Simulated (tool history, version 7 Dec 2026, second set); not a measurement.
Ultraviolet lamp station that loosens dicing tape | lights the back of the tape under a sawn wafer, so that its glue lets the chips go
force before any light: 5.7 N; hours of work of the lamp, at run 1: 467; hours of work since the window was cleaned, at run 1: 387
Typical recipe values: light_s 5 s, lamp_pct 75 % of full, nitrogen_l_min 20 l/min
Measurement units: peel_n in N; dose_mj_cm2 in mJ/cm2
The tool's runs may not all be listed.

run	day	light_s	lamp_pct	nitrogen_l_min	hours of work of the lamp	hours of work since the window was cleaned	peel_n	dose_mj_cm2
1	0	5	75	20	467	387	1.094	216
2	1.329	5	75	12	485	406	1.417	216
3	2.962	4	75	12	508	428	1.885	174
4	3.917	4	75	12	521	441	1.787	171
5	4.912	4	75	12	534	455	1.913	172
6	6.138	5	75	20	551	472	1.144	215
# day 6.608: window cleaned of glue's vapour
7	7.138	5	75	20	565	7	1.013	233
8	8.771	5	75	20	588	30	1.011	229
9	9.946	4	75	20	604	46	1.403	184
10	10.896	5	75	10	617	59	1.491	228
11	11.771	5	75	20	629	71	1.009	224
12	13.488	5	75	20	653	95	1.077	223
13	14.833	5	61	20	671	114	1.46	183
14	15.733	5	75	20	684	126	1.083	220
15	16.908	6	75	20	700	142	0.788	262
16	18.008	6	75	20	715	158	0.839	259
17	19.471	6	75	20	735	178	0.828	256
18	20.912	10	79	14	755	198	0.366	454
19	22.35	10	79	14	775	218	0.372	442
20	23.438	5	95	34	790	233	0.573	266
21	25.2	5	95	34	815	257	0.601	263
22	26.675	5	95	34	835	277	0.633	256
23	27.412	5	95	34	845	288	0.604	262
24	28.829	4	95	34	865	307	0.915	206
25	29.962	9	62	20	881	323	0.62	301
26	31.158	9	62	20	897	339	0.614	296
27	32.646	5	81	26	918	360	0.982	211
28	33.454	5	75	7	929	371	1.991	197
29	35.021	5	94	30	950	393	0.721	245
30	36.45	5	94	30	970	413	0.697	244
31	38.108	5	94	30	993	436	0.713	245
32	39.908	5	63	13	1018	460	1.999	158
# day 41.2: window cleaned of glue's vapour
33	41.212	5	63	13	1036	0	1.831	172

Each row is a separate what-if for the run after 33, all from the same tool condition, not one after another. Results?
A	42.425	4	75	20	1053	17	?	?
B	42.425	8	61	9	1053	17	?	?
C	42.425	5	72	13	1053	17	?	?
D	42.425	5	65	23	1053	17	?	?
E	42.425	5	75	13	1053	17	?	?

run	peel_n	dose_mj_cm2
A	1.589	160
B	1.252	262
C	1.573	192
D	1.35	179
E	1.481	205
Stripped of hidden state, with their random variation kept, the same runs would have yielded:
run	peel_n	dose_mj_cm2
A	1.128	207
B	0.845	338
C	1.105	248
D	0.925	230
E	1.03	264
